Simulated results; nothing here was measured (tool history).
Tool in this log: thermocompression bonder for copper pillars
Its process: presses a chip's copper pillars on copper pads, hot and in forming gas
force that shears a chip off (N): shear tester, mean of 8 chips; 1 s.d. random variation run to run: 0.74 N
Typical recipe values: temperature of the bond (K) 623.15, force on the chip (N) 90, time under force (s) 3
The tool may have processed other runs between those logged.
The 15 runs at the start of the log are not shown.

run	hour	temperature of the bond (K)	force on the chip (N)	time under force (s)	force that shears a chip off (N)
16	120.1	623.15	100	2	76.2
17	127.4	623.15	90	3	79.8
18	139.6	623.15	90	3	79.6
19	147.1	612.15	90	3	70.4
20	159.1	612.15	90	3	71.2
21	167.4	600.15	90	2	51
22	179.7	600.15	90	2	52.7
23	189.5	612.15	65	2	41.9
24	197.5	612.15	65	2	42.6
25	209.5	612.15	90	3	70
26	220	643.15	90	2	85.3
27	228.4	630.15	67	4	71.8
28	237.1	616.15	104	4	89.6
29	243.2	623.15	90	3	79.6
30	254.4	623.15	96	5	97.7
31	262.5	623.15	96	5	97.8

Forecast each of these 5 alternatives for the next run:
A	271.2	617.15	96	5	?
B	271.2	620.15	90	4	?
C	271.2	643.15	90	3	?
D	271.2	634.15	96	5	?
E	271.2	623.15	61	4	?

run	force that shears a chip off (N)
A	91.1
B	83.4
C	95.2
D	104.3
E	61.2
The same runs, with their run-to-run variation unchanged, on a tool lacking any hidden condition would have given:
run	force that shears a chip off (N)
A	95.3
B	87.4
C	99.2
D	108.5
E	64.4
